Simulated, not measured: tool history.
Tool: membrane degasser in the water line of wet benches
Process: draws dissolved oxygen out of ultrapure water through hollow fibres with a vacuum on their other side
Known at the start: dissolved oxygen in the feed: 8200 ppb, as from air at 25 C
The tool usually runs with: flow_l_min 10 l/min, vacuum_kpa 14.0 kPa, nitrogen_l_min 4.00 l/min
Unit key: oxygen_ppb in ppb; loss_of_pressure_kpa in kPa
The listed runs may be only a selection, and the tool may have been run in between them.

run 1 hour=0.0 | flow_l_min=10 vacuum_kpa=14.0 nitrogen_l_min=4.00 | oxygen_ppb=87.1 loss_of_pressure_kpa=55.47
run 2 hour=102.8 | flow_l_min=10 vacuum_kpa=14.0 nitrogen_l_min=4.00 | oxygen_ppb=86.5 loss_of_pressure_kpa=55.54
run 3 hour=211.0 | flow_l_min=10 vacuum_kpa=14.0 nitrogen_l_min=4.00 | oxygen_ppb=86.3 loss_of_pressure_kpa=55.42
run 4 hour=265.6 | flow_l_min=10 vacuum_kpa=14.0 nitrogen_l_min=4.00 | oxygen_ppb=86.7 loss_of_pressure_kpa=55.59
-- hour=292.5 vacuum gauge calibrated
run 5 hour=354.5 | flow_l_min=10 vacuum_kpa=14.0 nitrogen_l_min=4.00 | oxygen_ppb=87.4 loss_of_pressure_kpa=55.78
run 6 hour=482.0 | flow_l_min=10 vacuum_kpa=14.0 nitrogen_l_min=4.00 | oxygen_ppb=87.1 loss_of_pressure_kpa=55.62
run 7 hour=603.7 | flow_l_min=8 vacuum_kpa=14.0 nitrogen_l_min=4.00 | oxygen_ppb=63.2 loss_of_pressure_kpa=44.44
run 8 hour=702.7 | flow_l_min=8 vacuum_kpa=14.0 nitrogen_l_min=4.00 | oxygen_ppb=64.0 loss_of_pressure_kpa=44.44
run 9 hour=786.4 | flow_l_min=10 vacuum_kpa=14.0 nitrogen_l_min=4.00 | oxygen_ppb=87.9 loss_of_pressure_kpa=55.53
-- hour=806.1 vacuum gauge calibrated, once more
run 10 hour=876.9 | flow_l_min=10 vacuum_kpa=14.0 nitrogen_l_min=2.43 | oxygen_ppb=130.6 loss_of_pressure_kpa=55.78
-- hour=947.0 seals of the vacuum lines changed
run 11 hour=947.0 | flow_l_min=10 vacuum_kpa=14.0 nitrogen_l_min=2.43 | oxygen_ppb=120.5 loss_of_pressure_kpa=55.99
run 12 hour=1021.9 | flow_l_min=10 vacuum_kpa=17.4 nitrogen_l_min=4.00 | oxygen_ppb=103.2 loss_of_pressure_kpa=55.88
run 13 hour=1128.0 | flow_l_min=9 vacuum_kpa=22.8 nitrogen_l_min=4.00 | oxygen_ppb=118.3 loss_of_pressure_kpa=50.49
run 14 hour=1185.0 | flow_l_min=11 vacuum_kpa=20.6 nitrogen_l_min=4.05 | oxygen_ppb=141.7 loss_of_pressure_kpa=61.49
run 15 hour=1261.8 | flow_l_min=11 vacuum_kpa=20.6 nitrogen_l_min=4.05 | oxygen_ppb=138.9 loss_of_pressure_kpa=61.36
run 16 hour=1340.0 | flow_l_min=10 vacuum_kpa=15.0 nitrogen_l_min=4.00 | oxygen_ppb=88.0 loss_of_pressure_kpa=55.93
run 17 hour=1451.5 | flow_l_min=10 vacuum_kpa=15.0 nitrogen_l_min=4.00 | oxygen_ppb=87.3 loss_of_pressure_kpa=55.74
run 18 hour=1564.4 | flow_l_min=10 vacuum_kpa=15.0 nitrogen_l_min=4.00 | oxygen_ppb=87.6 loss_of_pressure_kpa=55.59
run 19 hour=1625.6 | flow_l_min=9 vacuum_kpa=32.7 nitrogen_l_min=6.56 | oxygen_ppb=110.0 loss_of_pressure_kpa=50.66
run 20 hour=1741.3 | flow_l_min=9 vacuum_kpa=32.7 nitrogen_l_min=6.56 | oxygen_ppb=111.2 loss_of_pressure_kpa=50.33

Alternative continuations, all from the tool just after run 20; predict every row:
run A hour=1842.9 | flow_l_min=9 vacuum_kpa=9.6 nitrogen_l_min=3.94 | oxygen_ppb=? loss_of_pressure_kpa=?
run B hour=1842.9 | flow_l_min=15 vacuum_kpa=33.9 nitrogen_l_min=10.54 | oxygen_ppb=? loss_of_pressure_kpa=?
run C hour=1842.9 | flow_l_min=9 vacuum_kpa=14.0 nitrogen_l_min=4.00 | oxygen_ppb=? loss_of_pressure_kpa=?

run=A oxygen_ppb=47.2 loss_of_pressure_kpa=50.14
run=B oxygen_ppb=176.4 loss_of_pressure_kpa=83.65
run=C oxygen_ppb=70.8 loss_of_pressure_kpa=50.20
What these runs would have given with no unlogged condition in the tool:
run=A oxygen_ppb=46.2 loss_of_pressure_kpa=49.59
run=B oxygen_ppb=172.6 loss_of_pressure_kpa=82.74
run=C oxygen_ppb=69.8 loss_of_pressure_kpa=49.65

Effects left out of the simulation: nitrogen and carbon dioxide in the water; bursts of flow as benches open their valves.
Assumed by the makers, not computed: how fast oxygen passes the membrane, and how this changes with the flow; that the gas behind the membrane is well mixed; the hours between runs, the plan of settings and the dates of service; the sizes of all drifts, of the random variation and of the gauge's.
